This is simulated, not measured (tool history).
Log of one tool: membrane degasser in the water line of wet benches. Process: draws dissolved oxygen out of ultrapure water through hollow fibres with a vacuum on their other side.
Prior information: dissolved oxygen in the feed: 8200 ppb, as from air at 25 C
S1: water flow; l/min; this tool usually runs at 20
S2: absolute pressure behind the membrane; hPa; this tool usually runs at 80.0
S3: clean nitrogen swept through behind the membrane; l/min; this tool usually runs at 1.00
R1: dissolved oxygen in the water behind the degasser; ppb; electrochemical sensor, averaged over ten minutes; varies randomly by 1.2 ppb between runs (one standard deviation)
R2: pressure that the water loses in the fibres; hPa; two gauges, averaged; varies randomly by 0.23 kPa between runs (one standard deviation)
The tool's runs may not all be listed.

| run | day | S1 | S2 | S3 | R1 | R2 |
|---|---|---|---|---|---|---|
| 1 | 0.000 | 20 | 80.0 | 1.00 | 217.7 | 571.6 |
| 2 | 3.521 | 20 | 80.0 | 1.00 | 216.9 | 575.5 |
| 3 | 6.650 | 20 | 80.0 | 1.00 | 218.7 | 579.2 |
| 4 | 9.012 | 20 | 80.0 | 2.45 | 100.6 | 577.0 |
| 5 | 11.729 | 20 | 80.0 | 2.45 | 100.6 | 582.9 |
| 6 | 16.438 | 20 | 80.0 | 2.45 | 100.2 | 579.0 |
| 7 | 19.038 | 20 | 80.0 | 2.45 | 99.9 | 582.7 |
| 8 | 23.712 | 20 | 80.0 | 2.45 | 99.3 | 579.5 |
| 9 | 25.688 | 20 | 80.0 | 2.45 | 100.1 | 581.9 |
| 10 | 27.692 | 20 | 80.0 | 2.45 | 99.4 | 583.4 |
| 11 | 30.154 | 16 | 178.9 | 2.45 | 227.8 | 465.0 |
| 12 | 34.058 | 21 | 48.2 | 1.99 | 50.2 | 608.4 |
| 13 | 37.750 | 15 | 48.2 | 0.70 | 77.5 | 438.2 |
| 14 | 40.342 | 14 | 81.5 | 1.15 | 138.6 | 407.9 |
| 15 | 44.783 | 25 | 123.6 | 1.15 | 446.3 | 727.7 |

For run 16, what comes out?
| 16 | 47.729 | 19 | 60.7 | 0.75 | ? | ? |

R1: 161.2 ppb
R2: 563.2 hPa
With the hidden condition absent and the run-to-run variation left alone, this run would have shown R1 160.9 ppb, R2 554.9 hPa.
